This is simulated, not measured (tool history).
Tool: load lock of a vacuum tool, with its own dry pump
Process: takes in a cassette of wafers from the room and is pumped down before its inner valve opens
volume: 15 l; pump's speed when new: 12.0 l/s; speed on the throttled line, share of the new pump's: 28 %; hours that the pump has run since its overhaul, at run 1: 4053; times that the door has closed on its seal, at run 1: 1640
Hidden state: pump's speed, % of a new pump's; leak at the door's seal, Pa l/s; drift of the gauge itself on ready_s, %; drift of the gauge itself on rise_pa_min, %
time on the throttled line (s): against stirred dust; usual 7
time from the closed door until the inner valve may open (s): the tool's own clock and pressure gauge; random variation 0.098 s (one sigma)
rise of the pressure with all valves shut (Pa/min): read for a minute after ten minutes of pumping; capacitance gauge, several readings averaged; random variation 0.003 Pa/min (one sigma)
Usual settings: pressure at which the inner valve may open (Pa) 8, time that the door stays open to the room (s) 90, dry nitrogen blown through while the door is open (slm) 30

run	day	time on the throttled line (s)	pressure at which the inner valve may open (Pa)	time that the door stays open to the room (s)	dry nitrogen blown through while the door is open (slm)	hours that the pump has run since its overhaul	times that the door has closed on its seal	incoming humidity of the room's air, %	time from the closed door until the inner valve may open (s)	rise of the pressure with all valves shut (Pa/min)
1	0	7	8	90	30	4053	1640	45.5	16.98	0.056
2	3.3	7	8	90	30	4133	1956	44.4	16.97	0.064
3	6.071	7	8	90	33	4199	2221	50	17.02	0.07
4	10.408	7	8	90	5	4303	2636	43	17.02	0.104
5	15.908	7	8	90	5	4435	3162	45.1	16.94	0.112
6	19.171	11	8	90	5	4513	3474	46.8	19.89	0.114
7	24.25	12	8	85	5	4635	3960	44.8	20.81	0.124
8	29.729	7	12	90	30	4767	4485	43.2	16.4	0.108

The next listed run, before its measurement:
9	34.996	7	12	187	39	4893	4988	47.5	?	?

time from the closed door until the inner valve may open (s): 16.44
rise of the pressure with all valves shut (Pa/min): 0.124
Without the tool's hidden state the same run would have given time from the closed door until the inner valve may open (s) 16.3, rise of the pressure with all valves shut (Pa/min) 0.05.

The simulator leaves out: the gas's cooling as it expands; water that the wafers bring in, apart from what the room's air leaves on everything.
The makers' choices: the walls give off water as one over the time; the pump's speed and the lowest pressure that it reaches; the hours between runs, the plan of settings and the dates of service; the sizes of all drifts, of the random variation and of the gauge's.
